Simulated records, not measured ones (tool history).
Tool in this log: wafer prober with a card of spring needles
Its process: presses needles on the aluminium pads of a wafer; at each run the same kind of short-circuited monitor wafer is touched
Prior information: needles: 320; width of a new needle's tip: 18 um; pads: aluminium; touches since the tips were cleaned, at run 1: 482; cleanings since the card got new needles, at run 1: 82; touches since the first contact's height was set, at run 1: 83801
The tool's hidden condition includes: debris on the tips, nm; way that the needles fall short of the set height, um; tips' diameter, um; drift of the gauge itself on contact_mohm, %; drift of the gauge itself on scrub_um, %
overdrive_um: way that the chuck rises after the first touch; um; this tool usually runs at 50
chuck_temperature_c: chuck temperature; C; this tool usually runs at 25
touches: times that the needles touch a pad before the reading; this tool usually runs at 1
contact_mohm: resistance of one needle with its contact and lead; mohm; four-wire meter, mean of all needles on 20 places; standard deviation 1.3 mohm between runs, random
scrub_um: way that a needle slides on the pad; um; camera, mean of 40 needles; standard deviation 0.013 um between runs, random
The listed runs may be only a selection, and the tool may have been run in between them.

run     day  overdrive_um  chuck_temperature_c  touches  touches since the tips were cleaned  cleanings since the card got new needles  touches since the first contact's height was set  contact_mohm  scrub_um
  1   0.000            50                   25        1                                  482                                        82                                             83801           111      8.53
      1.200  -- tips cleaned on abrasive film
      2.421  -- tips cleaned on abrasive film
  2   2.421            50                   25        1                                    0                                        84                                             98139           110      8.55
      3.717  -- tips cleaned on abrasive film
      5.100  -- tips cleaned on abrasive film
  3   5.992            50                   25        1                                 5287                                        86                                            119283           112      8.56
      6.508  -- tips cleaned on abrasive film
      7.904  -- tips cleaned on abrasive film
  4   8.862            50                   25        1                                 5694                                        88                                            136276           111      8.56
      9.162  -- tips cleaned on abrasive film
     10.462  -- tips cleaned on abrasive film
  5  10.554            50                   25        1                                  548                                        90                                            146272           110      8.56
     11.875  -- tips cleaned on abrasive film
     12.183  -- height of the first contact set anew
  6  12.225            50                   25        1                                 2008                                        91                                               236           111      8.56
     13.233  -- tips cleaned on abrasive film
     14.596  -- tips cleaned on abrasive film
  7  15.404            50                   25        1                                 4807                                        93                                             19081           109      8.54
     15.983  -- tips cleaned on abrasive film
     17.429  -- tips cleaned on abrasive film
     18.725  -- tips cleaned on abrasive film
  8  19.429            50                   25        1                                 4181                                        96                                             42899           110      8.59
     20.025  -- tips cleaned on abrasive film
     21.354  -- tips cleaned on abrasive film
  9  22.333            50                   25        1                                 5816                                        98                                             60103           112      8.58
     22.638  -- tips cleaned on abrasive film
     23.917  -- tips cleaned on abrasive film
     25.117  -- tips cleaned on abrasive film
 10  25.758            50                   57        1                                 3812                                       101                                             80365           117      8.58
     26.579  -- tips cleaned on abrasive film
     27.921  -- tips cleaned on abrasive film
     29.238  -- tips cleaned on abrasive film
 11  29.708            50                   57        1                                 2784                                       104                                            103746           116      8.60
     30.517  -- tips cleaned on abrasive film
     31.771  -- tips cleaned on abrasive film
     33.025  -- tips cleaned on abrasive film
 12  33.658            50                   67        1                                 3765                                       107                                            127133           117      8.60
     34.454  -- tips cleaned on abrasive film
     35.854  -- tips cleaned on abrasive film
 13  36.971            50                   67        1                                 6631                                       109                                            146748           114      8.60
     37.267  -- tips cleaned on abrasive film
     38.446  -- height of the first contact set anew
     38.746  -- tips cleaned on abrasive film
     39.954  -- tips cleaned on abrasive film
 14  40.883            50                   67        1                                 5540                                       112                                             14447           117      8.63
     41.367  -- tips cleaned on abrasive film
     42.608  -- tips cleaned on abrasive film
 15  43.017            34                  117        1                                 2438                                       114                                             27062           132      5.85
     43.821  -- tips cleaned on abrasive film
     45.208  -- tips cleaned on abrasive film
 16  45.592            34                  117        1                                 2267                                       116                                             42287           131      5.84
     46.658  -- tips cleaned on abrasive film
     47.942  -- tips cleaned on abrasive film
     49.250  -- tips cleaned on abrasive film
 17  49.571            66                   36        1                                 1890                                       119                                             65844           110     11.37
     50.512  -- tips cleaned on abrasive film
     51.854  -- tips cleaned on abrasive film
 18  52.429            66                   36        2                                 3415                                       121                                             82781           109     11.35
     53.208  -- tips cleaned on abrasive film
     54.508  -- tips cleaned on abrasive film
     55.750  -- tips cleaned on abrasive film
 19  56.325            50                   42        2                                 3407                                       124                                            105839           114      8.64
     57.167  -- tips cleaned on abrasive film
     58.625  -- tips cleaned on abrasive film
 20  59.162            65                   25        2                                 3192                                       126                                            122653           108     11.24
     60.000  -- tips cleaned on abrasive film
     61.358  -- tips cleaned on abrasive film
 21  62.483            65                   25        2                                 6676                                       128                                            142308           110     11.23
     62.783  -- tips cleaned on abrasive film
     64.158  -- tips cleaned on abrasive film
     64.646  -- height of the first contact set anew
 22  65.246            64                   39        1                                 6380                                       130                                              3561           107     11.05
     65.421  -- tips cleaned on abrasive film
     66.679  -- tips cleaned on abrasive film
 23  67.029            64                   39        1                                 2094                                       132                                             14098           110     11.07
     68.029  -- tips cleaned on abrasive film
     69.279  -- tips cleaned on abrasive film
     70.696  -- tips cleaned on abrasive film
 24  70.917            50                   93        3                                 1305                                       135                                             37112           117      8.64
     72.042  -- tips cleaned on abrasive film
     73.242  -- tips cleaned on abrasive film
 25  74.167            50                   62        1                                 5489                                       137                                             56358           117      8.64
     74.471  -- tips cleaned on abrasive film
     75.762  -- tips cleaned on abrasive film
 26  76.254            50                   55        1                                 2933                                       139                                             68707           116      8.66
     77.129  -- tips cleaned on abrasive film
 27  77.879            35                   88        2                                 4444                                       140                                             78324           127      6.06
     78.404  -- tips cleaned on abrasive film
     79.629  -- tips cleaned on abrasive film
 28  80.658            50                   81        1                                 6112                                       142                                             94797           117      8.66

How would selected steps in scrub_um from run to run divide? Give the signed amount a tool lacking its hidden state would still show from settings, what came in and random variation, and the signed amount left for the hidden state, including any gauge scatter that is not in both of the compared results.
Run 14 -> 15: overdrive_um 50 -> 34, chuck_temperature_c 67 -> 117, tips cleaned on abrasive film, tips cleaned on abrasive film. scrub_um -2.78 um: hidden state -0.02, all else -2.76.
Run 16 -> 17: overdrive_um 34 -> 66, chuck_temperature_c 117 -> 36, tips cleaned on abrasive film, tips cleaned on abrasive film, tips cleaned on abrasive film. scrub_um +5.53 um: hidden state +0.05, all else +5.48.
Run 27 -> 28: overdrive_um 35 -> 50, chuck_temperature_c 88 -> 81, touches 2 -> 1, tips cleaned on abrasive film, tips cleaned on abrasive film. scrub_um +2.60 um: hidden state +0.04, all else +2.56.
